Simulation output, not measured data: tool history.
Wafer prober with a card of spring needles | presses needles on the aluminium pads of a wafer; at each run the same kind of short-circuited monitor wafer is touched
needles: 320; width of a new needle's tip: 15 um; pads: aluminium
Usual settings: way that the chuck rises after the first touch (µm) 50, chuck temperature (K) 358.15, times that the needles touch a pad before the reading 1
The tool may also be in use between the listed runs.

run	hour	way that the chuck rises after the first touch (µm)	chuck temperature (K)	times that the needles touch a pad before the reading	resistance of one needle with its contact and lead (mohm)	way that a needle slides on the pad (µm)
1	0.0	50	358.15	1	162	9.43
# hour 1.5: tips cleaned on abrasive film
# hour 8.0: tips cleaned on abrasive film
# hour 16.1: tips cleaned on abrasive film
2	17.3	50	326.15	1	147	9.56
# hour 23.6: tips cleaned on abrasive film
3	29.6	50	326.15	1	158	9.55
# hour 31.0: tips cleaned on abrasive film
# hour 38.7: tips cleaned on abrasive film
# hour 46.4: tips cleaned on abrasive film
4	49.9	50	326.15	1	153	9.62
# hour 52.9: tips cleaned on abrasive film
# hour 59.5: tips cleaned on abrasive film
# hour 66.8: tips cleaned on abrasive film
# hour 73.9: tips cleaned on abrasive film
5	73.9	50	358.15	1	144	9.40
# hour 82.1: tips cleaned on abrasive film
# hour 89.9: tips cleaned on abrasive film
# hour 93.0: height of the first contact set anew
# hour 97.9: tips cleaned on abrasive film
6	101.7	50	358.15	1	156	10.09
# hour 105.1: tips cleaned on abrasive film
# hour 112.9: tips cleaned on abrasive film
# hour 120.4: tips cleaned on abrasive film
7	126.6	50	358.15	1	163	10.03
# hour 128.4: tips cleaned on abrasive film
# hour 136.5: tips cleaned on abrasive film
# hour 143.5: tips cleaned on abrasive film
8	143.5	50	358.15	1	143	10.09
# hour 150.1: tips cleaned on abrasive film
# hour 157.3: tips cleaned on abrasive film
9	157.3	50	358.15	1	147	9.96
# hour 165.1: tips cleaned on abrasive film
# hour 171.7: tips cleaned on abrasive film
10	177.5	50	358.15	3	149	9.99
# hour 179.2: tips cleaned on abrasive film
# hour 187.0: tips cleaned on abrasive film
11	192.9	50	358.15	3	153	9.88
# hour 194.5: tips cleaned on abrasive film
# hour 202.4: tips cleaned on abrasive film
# hour 209.3: tips cleaned on abrasive film
12	209.6	52	342.15	3	140	10.28
# hour 217.0: tips cleaned on abrasive film
# hour 223.6: tips cleaned on abrasive film
# hour 231.0: tips cleaned on abrasive film
13	233.0	35	314.15	1	154	6.88
# hour 237.6: tips cleaned on abrasive film
# hour 245.2: tips cleaned on abrasive film
# hour 252.4: tips cleaned on abrasive film
14	254.6	50	358.15	2	148	9.83
# hour 259.1: tips cleaned on abrasive film
# hour 266.9: tips cleaned on abrasive film
15	268.3	50	358.15	2	148	9.86
# hour 274.8: tips cleaned on abrasive film
# hour 283.0: tips cleaned on abrasive film
16	288.1	50	358.15	2	152	9.81
# hour 289.6: tips cleaned on abrasive film
# hour 297.4: tips cleaned on abrasive film
# hour 305.6: tips cleaned on abrasive film
# hour 313.1: tips cleaned on abrasive film
17	314.7	61	332.15	2	141	11.96
# hour 320.6: tips cleaned on abrasive film
# hour 327.6: tips cleaned on abrasive film
# hour 335.8: tips cleaned on abrasive film
# hour 342.6: tips cleaned on abrasive film
18	342.6	31	320.15	2	146	5.89
# hour 349.5: tips cleaned on abrasive film
# hour 356.2: tips cleaned on abrasive film
19	356.2	70	374.15	3	141	13.69
# hour 363.7: tips cleaned on abrasive film
# hour 371.9: tips cleaned on abrasive film
20	373.9	44	369.15	2	155	8.46
# hour 378.8: tips cleaned on abrasive film
# hour 385.4: tips cleaned on abrasive film
# hour 393.4: tips cleaned on abrasive film
# hour 401.5: tips cleaned on abrasive film
21	402.2	36	312.15	2	143	6.75

Forecast each of these 3 alternatives for the next run:
# hour 408.4: tips cleaned on abrasive film
# hour 415.7: tips cleaned on abrasive film
# hour 423.4: tips cleaned on abrasive film
A	428.7	39	312.15	2	?	?
# hour 408.4: tips cleaned on abrasive film
# hour 415.7: tips cleaned on abrasive film
# hour 423.4: tips cleaned on abrasive film
B	428.7	36	343.15	1	?	?
# hour 408.4: tips cleaned on abrasive film
# hour 415.7: tips cleaned on abrasive film
# hour 423.4: tips cleaned on abrasive film
C	428.7	30	312.15	1	?	?

run	resistance of one needle with its contact and lead (mohm)	way that a needle slides on the pad (µm)
A	156	7.36
B	179	6.84
C	198	5.53
Without the tool's hidden state the same runs would have given:
run	resistance of one needle with its contact and lead (mohm)	way that a needle slides on the pad (µm)
A	134	7.87
B	140	7.35
C	139	6.04
